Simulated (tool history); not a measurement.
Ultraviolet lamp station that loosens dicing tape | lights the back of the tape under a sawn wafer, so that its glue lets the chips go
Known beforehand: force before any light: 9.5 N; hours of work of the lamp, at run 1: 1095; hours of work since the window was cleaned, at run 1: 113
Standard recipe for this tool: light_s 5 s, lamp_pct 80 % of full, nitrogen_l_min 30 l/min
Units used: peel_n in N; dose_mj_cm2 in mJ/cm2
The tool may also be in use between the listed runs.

run	hour	light_s	lamp_pct	nitrogen_l_min	hours of work of the lamp	hours of work since the window was cleaned	peel_n	dose_mj_cm2
1	0	5	80	30	1095	113	0.706	570
2	33.2	5	80	30	1116	134	0.683	572
3	90.4	5	80	13	1152	171	1.057	568
4	140.5	2	80	30	1184	202	3.115	227
5	171.8	7	80	30	1204	222	0.336	797
6	208	5	80	43	1227	245	0.548	570
7	262.8	5	80	43	1261	280	0.566	569
8	322	10	80	30	1299	317	0.229	1142
9	382.4	10	80	30	1337	355	0.213	1130
10	422.6	5	80	30	1362	381	0.69	568
11	482.3	5	80	30	1400	418	0.676	563
12	547.3	5	80	30	1441	459	0.718	563
# hour 576.8: window cleaned of glue's vapour
13	595.6	5	80	30	1471	12	0.685	561
14	627.4	5	80	30	1491	32	0.689	564
15	673.7	5	80	30	1521	61	0.694	566
# hour 689.7: lamp changed
16	721.3	5	80	30	20	91	0.684	576
17	752.6	5	80	30	40	111	0.654	568
18	812.6	4	78	53	78	148	0.916	442
19	842.8	3	88	30	97	168	1.514	379
20	887.6	3	68	47	125	196	1.935	285
21	946	4	64	47	162	233	1.324	367
22	981.8	9	64	54	185	255	0.27	819
23	1043.2	5	61	30	223	294	1.176	435
24	1072.8	5	61	30	242	313	1.178	432
25	1108.6	5	61	30	265	335	1.146	435
26	1146.4	5	61	30	289	359	1.146	436
27	1177.6	5	61	30	308	379	1.168	436

5 options for the next run, each taken on its own from the tool as it stands now. Forecast them:
A	1206.2	4	70	15	326	397	?	?
B	1206.2	4	80	22	326	397	?	?
C	1206.2	5	61	21	326	397	?	?
D	1206.2	9	78	27	326	397	?	?
E	1206.2	5	65	32	326	397	?	?

run	peel_n	dose_mj_cm2
A	1.863	400
B	1.25	459
C	1.379	433
D	0.259	997
E	0.995	460
Stripped of hidden state, with their random variation kept, the same runs would have yielded:
run	peel_n	dose_mj_cm2
A	1.855	401
B	1.244	460
C	1.373	434
D	0.258	1000
E	0.99	461

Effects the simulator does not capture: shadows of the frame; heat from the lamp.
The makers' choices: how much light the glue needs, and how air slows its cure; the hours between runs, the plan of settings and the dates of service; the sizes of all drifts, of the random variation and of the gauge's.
